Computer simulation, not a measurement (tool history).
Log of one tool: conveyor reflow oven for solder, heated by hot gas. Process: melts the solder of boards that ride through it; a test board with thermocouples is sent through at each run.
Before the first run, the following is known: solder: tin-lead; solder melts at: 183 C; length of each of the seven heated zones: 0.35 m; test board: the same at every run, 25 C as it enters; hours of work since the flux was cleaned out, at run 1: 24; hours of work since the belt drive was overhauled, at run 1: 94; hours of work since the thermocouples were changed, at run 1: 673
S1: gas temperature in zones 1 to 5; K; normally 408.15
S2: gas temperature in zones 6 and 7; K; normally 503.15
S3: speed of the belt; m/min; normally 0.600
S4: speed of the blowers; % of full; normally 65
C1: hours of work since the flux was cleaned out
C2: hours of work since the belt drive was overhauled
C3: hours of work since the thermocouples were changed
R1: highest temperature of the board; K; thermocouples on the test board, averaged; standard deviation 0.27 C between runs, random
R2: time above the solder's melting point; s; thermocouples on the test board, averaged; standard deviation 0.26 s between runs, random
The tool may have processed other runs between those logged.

Run 1, hour 0.0: usual settings; C1 24; C2 94; C3 673. Result: R1 485.35 K, R2 47.3 s.
At hour 10.8: thermocouples of zones 6 and 7 changed.
Run 2, hour 13.9: usual settings; C1 32; C2 102; C3 2. Result: R1 486.35 K, R2 48.6 s.
Run 3, hour 24.6: usual settings; C1 39; C2 109; C3 9. Result: R1 486.25 K, R2 48.1 s.
Run 4, hour 34.4: usual settings but S1 417.15 K; C1 46; C2 116; C3 16. Result: R1 487.55 K, R2 53.2 s.
Run 5, hour 42.2: usual settings but S1 417.15 K, S2 499.15 K; C1 51; C2 121; C3 21. Result: R1 484.35 K, R2 50.4 s.
Run 6, hour 51.6: usual settings but S1 417.15 K, S2 499.15 K; C1 57; C2 127; C3 27. Result: R1 483.75 K, R2 49.8 s.
Run 7, hour 61.6: usual settings but S1 417.15 K, S2 499.15 K; C1 64; C2 134; C3 34. Result: R1 483.75 K, R2 49.5 s.
Run 8, hour 72.0: usual settings; C1 71; C2 141; C3 41. Result: R1 485.85 K, R2 48.0 s.
Run 9, hour 82.2: usual settings; C1 77; C2 148; C3 48. Result: R1 485.75 K, R2 48.4 s.
Run 10, hour 93.4: usual settings but S4 63 % of full; C1 85; C2 155; C3 55. Result: R1 485.05 K, R2 47.4 s.
Run 11, hour 101.0: usual settings but S4 63 % of full; C1 90; C2 160; C3 60. Result: R1 484.95 K, R2 46.7 s.
Run 12, hour 111.5: usual settings but S4 63 % of full; C1 97; C2 167; C3 67. Result: R1 485.15 K, R2 47.3 s.
Run 13, hour 123.6: usual settings but S1 415.15 K, S3 0.638 m/min, S4 76 % of full; C1 105; C2 175; C3 75. Result: R1 487.85 K, R2 49.1 s.
Run 14, hour 130.7: usual settings but S1 412.15 K, S3 0.694 m/min; C1 110; C2 180; C3 80. Result: R1 481.55 K, R2 38.2 s.
Run 15, hour 136.5: usual settings but S1 414.15 K, S2 511.15 K, S3 0.537 m/min, S4 58 % of full; C1 114; C2 184; C3 84. Result: R1 494.65 K, R2 64.0 s.
Run 16, hour 144.7: usual settings but S1 414.15 K, S2 500.15 K, S3 0.678 m/min, S4 84 % of full; C1 119; C2 189; C3 90. Result: R1 484.75 K, R2 44.0 s.
Run 17, hour 152.3: usual settings but S1 414.15 K, S2 500.15 K, S3 0.678 m/min, S4 84 % of full; C1 124; C2 195; C3 95. Result: R1 485.15 K, R2 44.3 s.
Run 18, hour 163.6: usual settings but S1 414.15 K, S2 500.15 K, S3 0.678 m/min, S4 84 % of full; C1 132; C2 202; C3 102. Result: R1 485.45 K, R2 44.0 s.
Run 19, hour 173.7: usual settings but S2 506.15 K, S3 0.698 m/min; C1 139; C2 209; C3 109. Result: R1 482.45 K, R2 37.4 s.
Run 20, hour 180.5: usual settings but S1 405.15 K, S2 496.15 K, S3 0.512 m/min, S4 60 % of full; C1 143; C2 213; C3 113. Result: R1 481.65 K, R2 52.5 s.
Run 21, hour 187.5: usual settings but S1 405.15 K, S2 496.15 K, S3 0.512 m/min, S4 60 % of full; C1 148; C2 218; C3 118. Result: R1 481.55 K, R2 52.3 s.
Run 22, hour 192.6: usual settings but S4 74 % of full; C1 151; C2 221; C3 122. Result: R1 487.65 K, R2 50.1 s.
Run 23, hour 201.0: usual settings but S4 74 % of full; C1 157; C2 227; C3 127. Result: R1 487.65 K, R2 50.1 s.

How would selected steps in R1 from run to run divide? Give the signed amount a tool lacking its hidden state would still show from settings, what came in and random variation, and the signed amount left for the hidden state, including any gauge scatter that is not in both of the compared results.
Hidden conditions of the tool in this case: heat that the gas passes to the board, % of a clean oven's; belt's true speed, % of the reading; true gas temperature in zones 6 and 7 over the reading, C; drift of the gauge itself on peak_c, C; drift of the gauge itself on liquid_s, %.
Run 1 -> 2: thermocouples of zones 6 and 7 changed. R1 +1.00 K: hidden state +0.70, all else +0.30.
Run 14 -> 15: S1 412.15 -> 414.15, S2 503.15 -> 511.15, S3 0.694 -> 0.537, S4 65 -> 58. R1 +13.10 K: hidden state +0.20, all else +12.90.
Run 15 -> 16: S2 511.15 -> 500.15, S3 0.537 -> 0.678, S4 58 -> 84. R1 -9.90 K: hidden state -0.40, all else -9.50.
